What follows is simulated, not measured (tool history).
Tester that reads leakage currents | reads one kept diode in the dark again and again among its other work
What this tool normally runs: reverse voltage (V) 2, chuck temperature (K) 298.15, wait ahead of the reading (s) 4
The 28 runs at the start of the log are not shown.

run	hour	reverse voltage (V)	chuck temperature (K)	wait ahead of the reading (s)	current that the tester gives (pA)
29	867.6	16.77	326.15	4	2793.08
30	906.5	5.44	325.15	9.43	1827.56
31	937.4	2	298.15	0.41	131.49
32	973.6	1.87	312.15	6.92	452.27
33	994.5	2.64	312.15	6.92	502.68
34	1026.6	2	312.15	3.52	459.73
35	1063.3	2.61	296.15	0.67	118.71
36	1092.5	12.92	298.15	0.34	234.35
37	1111.9	12.92	298.15	0.34	235.28
38	1148.5	17.91	298.15	4.38	258.18
39	1172	17.91	298.15	4.38	258.79
40	1211.9	2	299.15	0.54	144.68

Below are 3 alternative next runs, each starting from the tool's condition after run 40. Predict each:
A	1231.2	5.09	305.15	2.21	?
B	1231.2	2	298.15	2.71	?
C	1231.2	1.43	298.15	4	?

run	current that the tester gives (pA)
A	334.8
B	132.09
C	119.05
Without the tool's unlogged condition, the same runs would have read:
run	current that the tester gives (pA)
A	335.25
B	132.28
C	119.22
